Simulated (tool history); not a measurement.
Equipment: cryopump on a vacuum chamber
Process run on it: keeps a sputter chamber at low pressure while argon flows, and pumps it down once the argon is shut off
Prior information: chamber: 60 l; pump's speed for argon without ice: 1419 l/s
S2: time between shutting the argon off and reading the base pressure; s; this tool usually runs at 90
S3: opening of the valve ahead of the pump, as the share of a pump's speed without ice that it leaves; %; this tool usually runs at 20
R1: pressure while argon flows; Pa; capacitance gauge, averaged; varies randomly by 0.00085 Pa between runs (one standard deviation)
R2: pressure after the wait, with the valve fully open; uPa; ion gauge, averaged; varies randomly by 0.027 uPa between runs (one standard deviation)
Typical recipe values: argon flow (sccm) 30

Run 1, day 0: usual settings. Result: R1 0.1834 Pa, R2 1.68 uPa.
Run 2, day 2.975: usual settings. Result: R1 0.1816 Pa, R2 1.73 uPa.
Run 3, day 6.354: usual settings. Result: R1 0.1845 Pa, R2 1.76 uPa.
Run 4, day 9.333: usual settings. Result: R1 0.1833 Pa, R2 1.81 uPa.
Run 5, day 11.942: usual settings. Result: R1 0.1836 Pa, R2 1.8 uPa.
Run 6, day 14.233: usual settings. Result: R1 0.1842 Pa, R2 1.79 uPa.
Run 7, day 16.329: usual settings. Result: R1 0.1846 Pa, R2 1.81 uPa.
Run 8, day 18.767: usual settings. Result: R1 0.1845 Pa, R2 1.81 uPa.
Run 9, day 20.412: usual settings but S3 16 %. Result: R1 0.2283 Pa, R2 1.82 uPa.
Run 10, day 23.254: usual settings but S3 16 %. Result: R1 0.2304 Pa, R2 1.83 uPa.
Run 11, day 25.15: usual settings but S3 16 %. Result: R1 0.231 Pa, R2 1.91 uPa.
Run 12, day 28.162: usual settings but S3 16 %. Result: R1 0.2329 Pa, R2 1.88 uPa.
Run 13, day 30.75: usual settings but S3 16 %. Result: R1 0.2315 Pa, R2 1.91 uPa.
Run 14, day 33.771: usual settings but S3 16 %. Result: R1 0.2315 Pa, R2 1.97 uPa.
Run 15, day 36.788: usual settings but S3 16 %. Result: R1 0.2321 Pa, R2 1.98 uPa.
Run 16, day 38.304: usual settings but S3 16 %. Result: R1 0.2342 Pa, R2 2 uPa.
Run 17, day 41.192: usual settings but argon flow (sccm) 36, S3 49 %. Result: R1 0.0991 Pa, R2 1.91 uPa.
Run 18, day 42.879: usual settings but argon flow (sccm) 38, S3 23 %. Result: R1 0.2092 Pa, R2 2.08 uPa.
At day 43.412: pump warmed up, emptied and cooled again.
At day 45.529: leaking fittings of the chamber tightened, without venting.
Run 19, day 45.55: usual settings but argon flow (sccm) 38, S3 23 %. Result: R1 0.199 Pa, R2 1.24 uPa.
Run 20, day 47.4: usual settings but argon flow (sccm) 38, S2 86 s, S3 56 %. Result: R1 0.0828 Pa, R2 1.23 uPa.
Run 21, day 49.492: usual settings but S2 139 s, S3 16 %. Result: R1 0.2251 Pa, R2 0.87 uPa.
Run 22, day 51.388: usual settings but S2 139 s, S3 16 %. Result: R1 0.2254 Pa, R2 0.87 uPa.
Run 23, day 53.217: usual settings but S2 139 s, S3 16 %. Result: R1 0.2255 Pa, R2 0.87 uPa.
Run 24, day 54.788: usual settings but S2 139 s, S3 16 %. Result: R1 0.2246 Pa, R2 0.92 uPa.
Run 25, day 58.079: usual settings but S2 31 s. Result: R1 0.182 Pa, R2 3.04 uPa.
Run 26, day 61.438: usual settings but argon flow (sccm) 26, S2 35 s, S3 19 %. Result: R1 0.165 Pa, R2 2.77 uPa.
Run 27, day 64.654: usual settings but argon flow (sccm) 26, S2 79 s, S3 19 %. Result: R1 0.1661 Pa, R2 1.44 uPa.

Alternative continuations, all from the tool just after run 27; predict every row:
Run A, day 66.2: usual settings but argon flow (sccm) 53, S2 78 s, S3 28 %. Result: R1 ?, R2 ?.
Run B, day 66.2: usual settings but argon flow (sccm) 13, S2 27 s. Result: R1 ?, R2 ?.
Run C, day 66.2: usual settings but argon flow (sccm) 14, S3 48 %. Result: R1 ?, R2 ?.
Run D, day 66.2: usual settings but argon flow (sccm) 26, S2 150 s, S3 50 %. Result: R1 ?, R2 ?.
Run E, day 66.2: usual settings but argon flow (sccm) 19, S2 180 s. Result: R1 ?, R2 ?.

run      R1    R2
  A  0.2301  1.43
  B  0.0791   3.6
  C  0.0356  1.29
  D  0.0647  0.86
  E   0.115  0.81
The same runs, with their run-to-run variation unchanged, on a tool lacking any hidden condition would have given:
run      R1    R2
  A  0.2245  1.34
  B  0.0777  3.51
  C  0.0341   1.2
  D  0.0619  0.77
  E  0.1129  0.72

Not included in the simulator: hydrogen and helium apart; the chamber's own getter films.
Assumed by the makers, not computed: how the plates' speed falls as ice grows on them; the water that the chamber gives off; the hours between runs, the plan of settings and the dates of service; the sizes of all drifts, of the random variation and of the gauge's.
